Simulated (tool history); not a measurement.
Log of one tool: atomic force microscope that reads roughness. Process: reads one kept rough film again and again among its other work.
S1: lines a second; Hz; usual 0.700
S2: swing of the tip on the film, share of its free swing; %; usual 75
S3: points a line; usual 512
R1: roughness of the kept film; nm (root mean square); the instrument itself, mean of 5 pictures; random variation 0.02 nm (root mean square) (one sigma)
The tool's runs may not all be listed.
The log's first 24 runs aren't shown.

{"run": 25, "day": 32.208, "S1": 0.7, "S2": 75, "S3": 512, "R1": 4.704}
{"day": 33.392, "done": "new tip fitted"}
{"run": 26, "day": 33.662, "S1": 0.7, "S2": 75, "S3": 512, "R1": 4.967}
{"run": 27, "day": 34.971, "S1": 1.939, "S2": 59, "S3": 512, "R1": 4.832}
{"run": 28, "day": 36.767, "S1": 1.689, "S2": 58, "S3": 606, "R1": 4.728}
{"run": 29, "day": 37.829, "S1": 1.572, "S2": 75, "S3": 472, "R1": 4.403}
{"day": 38.346, "done": "new tip fitted"}
{"run": 30, "day": 38.654, "S1": 1.572, "S2": 75, "S3": 472, "R1": 4.697}
{"run": 31, "day": 39.896, "S1": 1.832, "S2": 84, "S3": 847, "R1": 4.308}
{"run": 32, "day": 40.733, "S1": 0.724, "S2": 60, "S3": 504, "R1": 4.882}
{"run": 33, "day": 41.983, "S1": 0.724, "S2": 60, "S3": 504, "R1": 4.792}
{"run": 34, "day": 43.171, "S1": 0.724, "S2": 60, "S3": 504, "R1": 4.735}
{"day": 43.283, "done": "new tip fitted"}
{"run": 35, "day": 44.346, "S1": 0.534, "S2": 63, "S3": 809, "R1": 4.996}
{"run": 36, "day": 45.246, "S1": 2.462, "S2": 69, "S3": 809, "R1": 4.564}
{"run": 37, "day": 46.562, "S1": 0.653, "S2": 57, "S3": 360, "R1": 4.859}
{"run": 38, "day": 47.979, "S1": 0.653, "S2": 85, "S3": 360, "R1": 4.546}
{"day": 48.275, "done": "new tip fitted"}
{"run": 39, "day": 49.275, "S1": 1.598, "S2": 74, "S3": 391, "R1": 4.677}
{"run": 40, "day": 51.021, "S1": 1.837, "S2": 73, "S3": 453, "R1": 4.493}
{"run": 41, "day": 52.438, "S1": 1.837, "S2": 78, "S3": 528, "R1": 4.254}
{"day": 53.242, "done": "new tip fitted"}
{"run": 42, "day": 54.042, "S1": 3.065, "S2": 75, "S3": 794, "R1": 4.287}
{"run": 43, "day": 55.617, "S1": 3.641, "S2": 71, "S3": 512, "R1": 4.262}
{"run": 44, "day": 56.917, "S1": 3.641, "S2": 71, "S3": 512, "R1": 4.146}
{"day": 58.192, "done": "new tip fitted"}
{"run": 45, "day": 58.483, "S1": 2.209, "S2": 78, "S3": 534, "R1": 4.434}

4 ways to go on from here, each from the tool as it stands after run 45. What would each give?
{"run": "A", "day": 59.6, "S1": 2.209, "S2": 78, "S3": 901, "R1": "?"}
{"run": "B", "day": 59.6, "S1": 1.651, "S2": 76, "S3": 347, "R1": "?"}
{"run": "C", "day": 59.6, "S1": 2.099, "S2": 89, "S3": 762, "R1": "?"}
{"run": "D", "day": 59.6, "S1": 1.591, "S2": 79, "S3": 891, "R1": "?"}

run=A R1=4.328
run=B R1=4.531
run=C R1=4.002
run=D R1=4.506
Without the tool's hidden state the same runs would have given:
run=A R1=4.487
run=B R1=4.697
run=C R1=4.148
run=D R1=4.671
